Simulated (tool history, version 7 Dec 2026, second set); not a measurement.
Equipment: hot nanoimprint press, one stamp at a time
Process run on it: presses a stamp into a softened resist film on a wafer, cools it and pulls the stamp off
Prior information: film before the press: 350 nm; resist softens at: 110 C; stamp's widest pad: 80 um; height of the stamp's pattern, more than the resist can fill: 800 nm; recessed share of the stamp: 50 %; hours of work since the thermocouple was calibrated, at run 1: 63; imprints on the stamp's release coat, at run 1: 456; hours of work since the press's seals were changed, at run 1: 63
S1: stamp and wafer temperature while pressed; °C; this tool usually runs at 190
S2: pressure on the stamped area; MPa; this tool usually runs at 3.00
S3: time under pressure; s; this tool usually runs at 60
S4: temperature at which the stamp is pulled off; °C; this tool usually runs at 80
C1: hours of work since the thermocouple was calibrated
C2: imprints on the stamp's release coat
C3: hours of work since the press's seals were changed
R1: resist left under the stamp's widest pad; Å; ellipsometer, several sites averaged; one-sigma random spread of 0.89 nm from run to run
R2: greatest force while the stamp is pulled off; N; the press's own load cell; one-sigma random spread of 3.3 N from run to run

Run 1, hour 0.0: usual settings; C1 63; C2 456; C3 63. Result: R1 1337 Å, R2 159 N.
Run 2, hour 30.5: usual settings; C1 83; C2 526; C3 83. Result: R1 1312 Å, R2 160 N.
Run 3, hour 68.1: usual settings; C1 107; C2 612; C3 107. Result: R1 1310 Å, R2 168 N.
Run 4, hour 87.9: usual settings; C1 120; C2 657; C3 120. Result: R1 1301 Å, R2 171 N.
Run 5, hour 103.8: usual settings but S4 70 °C; C1 131; C2 694; C3 131. Result: R1 1283 Å, R2 209 N.
Run 6, hour 123.5: usual settings but S4 70 °C; C1 143; C2 739; C3 143. Result: R1 1288 Å, R2 210 N.
Run 7, hour 138.9: usual settings but S1 192 °C, S4 70 °C; C1 153; C2 774; C3 153. Result: R1 1188 Å, R2 206 N.
Run 8, hour 164.4: usual settings but S2 3.37 MPa; C1 170; C2 833; C3 170. Result: R1 1212 Å, R2 170 N.
Run 9, hour 191.4: usual settings but S1 182 °C, S2 3.37 MPa; C1 188; C2 895; C3 188. Result: R1 1764 Å, R2 173 N.
Run 10, hour 228.7: usual settings but S2 3.50 MPa; C1 212; C2 981; C3 212. Result: R1 1190 Å, R2 175 N.
Run 11, hour 265.6: usual settings but S2 3.38 MPa, S3 71 s, S4 87 °C; C1 236; C2 1065; C3 236. Result: R1 1123 Å, R2 148 N.
At hour 288.3: stamp cleaned and given a new release coat.
Run 12, hour 303.7: usual settings but S1 184 °C, S2 3.88 MPa, S3 64 s, S4 81 °C; C1 257; C2 35; C3 257. Result: R1 1441 Å, R2 151 N.
Run 13, hour 329.3: usual settings but S1 196 °C, S2 3.02 MPa, S3 83 s; C1 273; C2 94; C3 273. Result: R1 864 Å, R2 159 N.
Run 14, hour 351.6: usual settings but S1 198 °C, S2 1.93 MPa, S3 83 s, S4 69 °C; C1 288; C2 145; C3 288. Result: R1 1039 Å, R2 189 N.
Run 15, hour 371.3: usual settings but S1 202 °C, S2 4.20 MPa, S3 36 s, S4 87 °C; C1 301; C2 190; C3 301. Result: R1 760 Å, R2 139 N.
Run 16, hour 406.2: usual settings but S1 202 °C, S2 4.20 MPa, S3 36 s, S4 87 °C; C1 323; C2 270; C3 323. Result: R1 752 Å, R2 128 N.
Run 17, hour 432.4: usual settings but S1 202 °C, S2 4.20 MPa, S3 36 s, S4 87 °C; C1 340; C2 330; C3 340. Result: R1 761 Å, R2 133 N.
Run 18, hour 457.2: usual settings but S1 202 °C, S2 4.20 MPa, S3 36 s, S4 74 °C; C1 357; C2 387; C3 357. Result: R1 752 Å, R2 175 N.
At hour 471.2: plate thermocouple calibrated.
Run 19, hour 476.4: usual settings but S1 200 °C, S2 4.28 MPa, S3 32 s, S4 74 °C; C1 3; C2 424; C3 367. Result: R1 873 Å, R2 183 N.

Alternative continuations, all from the tool just after run 19; predict every row:
Run A, hour 503.3: usual settings but S1 200 °C, S2 2.87 MPa, S3 53 s, S4 84 °C; C1 21; C2 486; C3 385. Result: R1 ?, R2 ?.
Run B, hour 503.3: usual settings but S2 4.12 MPa, S3 70 s, S4 73 °C; C1 21; C2 486; C3 385. Result: R1 ?, R2 ?.
Run C, hour 503.3: usual settings but S1 191 °C, S2 1.85 MPa, S3 61 s, S4 74 °C; C1 21; C2 486; C3 385. Result: R1 ?, R2 ?.

run    R1   R2
  A   938  149
  B  1054  186
  C  1655  183
Stripped of hidden state, with their random variation kept, the same runs would have yielded:
run    R1   R2
  A   933  140
  B  1043  175
  C  1656  172
